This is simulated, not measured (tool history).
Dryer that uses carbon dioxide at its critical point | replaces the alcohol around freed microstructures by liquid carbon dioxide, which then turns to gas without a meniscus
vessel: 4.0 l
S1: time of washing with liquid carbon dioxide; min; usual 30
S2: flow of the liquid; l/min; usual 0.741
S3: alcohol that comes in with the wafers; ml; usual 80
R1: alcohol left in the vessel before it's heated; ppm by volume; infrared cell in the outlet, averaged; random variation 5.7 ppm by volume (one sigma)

{"run": 1, "hour": 0.0, "S1": 30, "S2": 0.741, "S3": 80, "R1": 265}
{"run": 2, "hour": 7.9, "S1": 30, "S2": 0.741, "S3": 80, "R1": 266}
{"run": 3, "hour": 14.1, "S1": 35, "S2": 0.741, "S3": 80, "R1": 146}
{"run": 4, "hour": 18.8, "S1": 35, "S2": 0.741, "S3": 80, "R1": 143}
{"run": 5, "hour": 25.8, "S1": 30, "S2": 0.741, "S3": 80, "R1": 273}
{"run": 6, "hour": 34.6, "S1": 30, "S2": 0.741, "S3": 80, "R1": 270}
{"run": 7, "hour": 44.9, "S1": 30, "S2": 0.741, "S3": 80, "R1": 278}
{"run": 8, "hour": 53.6, "S1": 30, "S2": 0.741, "S3": 29, "R1": 118}
{"run": 9, "hour": 64.1, "S1": 29, "S2": 0.741, "S3": 29, "R1": 136}
{"run": 10, "hour": 73.5, "S1": 29, "S2": 0.741, "S3": 29, "R1": 144}
{"run": 11, "hour": 81.1, "S1": 29, "S2": 0.922, "S3": 29, "R1": 76}
{"run": 12, "hour": 88.0, "S1": 29, "S2": 0.922, "S3": 29, "R1": 70}
{"run": 13, "hour": 96.9, "S1": 30, "S2": 0.741, "S3": 23, "R1": 103}
{"run": 14, "hour": 104.6, "S1": 30, "S2": 0.741, "S3": 23, "R1": 117}
{"run": 15, "hour": 111.8, "S1": 30, "S2": 0.741, "S3": 80, "R1": 317}
{"run": 16, "hour": 118.3, "S1": 30, "S2": 0.741, "S3": 80, "R1": 320}
{"run": 17, "hour": 127.8, "S1": 30, "S2": 0.741, "S3": 80, "R1": 320}
{"run": 18, "hour": 135.9, "S1": 30, "S2": 0.741, "S3": 80, "R1": 328}
{"run": 19, "hour": 145.3, "S1": 18, "S2": 0.806, "S3": 33, "R1": 557}
{"hour": 148.8, "done": "inlet filter changed"}
{"run": 20, "hour": 153.5, "S1": 42, "S2": 0.575, "S3": 58, "R1": 131}
{"run": 21, "hour": 163.5, "S1": 36, "S2": 0.741, "S3": 48, "R1": 70}
{"run": 22, "hour": 173.3, "S1": 30, "S2": 0.461, "S3": 52, "R1": 743}
{"run": 23, "hour": 180.0, "S1": 21, "S2": 0.461, "S3": 63, "R1": 2144}
{"run": 24, "hour": 186.6, "S1": 30, "S2": 1.095, "S3": 45, "R1": 55}
{"run": 25, "hour": 192.1, "S1": 30, "S2": 1.095, "S3": 45, "R1": 50}
{"run": 26, "hour": 198.3, "S1": 30, "S2": 1.095, "S3": 26, "R1": 50}
{"run": 27, "hour": 204.5, "S1": 19, "S2": 0.741, "S3": 61, "R1": 871}
{"run": 28, "hour": 214.8, "S1": 19, "S2": 0.741, "S3": 61, "R1": 870}
{"run": 29, "hour": 221.7, "S1": 21, "S2": 1.205, "S3": 27, "R1": 73}
{"run": 30, "hour": 227.2, "S1": 28, "S2": 1.068, "S3": 41, "R1": 51}
{"run": 31, "hour": 236.7, "S1": 24, "S2": 1.219, "S3": 41, "R1": 67}
{"run": 32, "hour": 244.5, "S1": 24, "S2": 1.219, "S3": 41, "R1": 65}
{"run": 33, "hour": 253.1, "S1": 24, "S2": 1.219, "S3": 41, "R1": 63}
{"run": 34, "hour": 257.7, "S1": 30, "S2": 0.917, "S3": 80, "R1": 115}
{"run": 35, "hour": 263.0, "S1": 37, "S2": 0.818, "S3": 80, "R1": 87}
{"run": 36, "hour": 271.2, "S1": 43, "S2": 0.741, "S3": 80, "R1": 68}

5 ways to go on from here, each from the tool as it stands after run 36. What would each give?
{"run": "A", "hour": 279.8, "S1": 30, "S2": 0.741, "S3": 92, "R1": "?"}
{"run": "B", "hour": 279.8, "S1": 23, "S2": 0.623, "S3": 80, "R1": "?"}
{"run": "C", "hour": 279.8, "S1": 43, "S2": 0.635, "S3": 50, "R1": "?"}
{"run": "D", "hour": 279.8, "S1": 43, "S2": 0.461, "S3": 21, "R1": "?"}
{"run": "E", "hour": 279.8, "S1": 31, "S2": 0.741, "S3": 32, "R1": "?"}

run=A R1=289
run=B R1=1123
run=C R1=95
run=D R1=160
run=E R1=118
Without the tool's hidden state the same runs would have given:
run=A R1=210
run=B R1=970
run=C R1=46
run=D R1=105
run=E R1=66

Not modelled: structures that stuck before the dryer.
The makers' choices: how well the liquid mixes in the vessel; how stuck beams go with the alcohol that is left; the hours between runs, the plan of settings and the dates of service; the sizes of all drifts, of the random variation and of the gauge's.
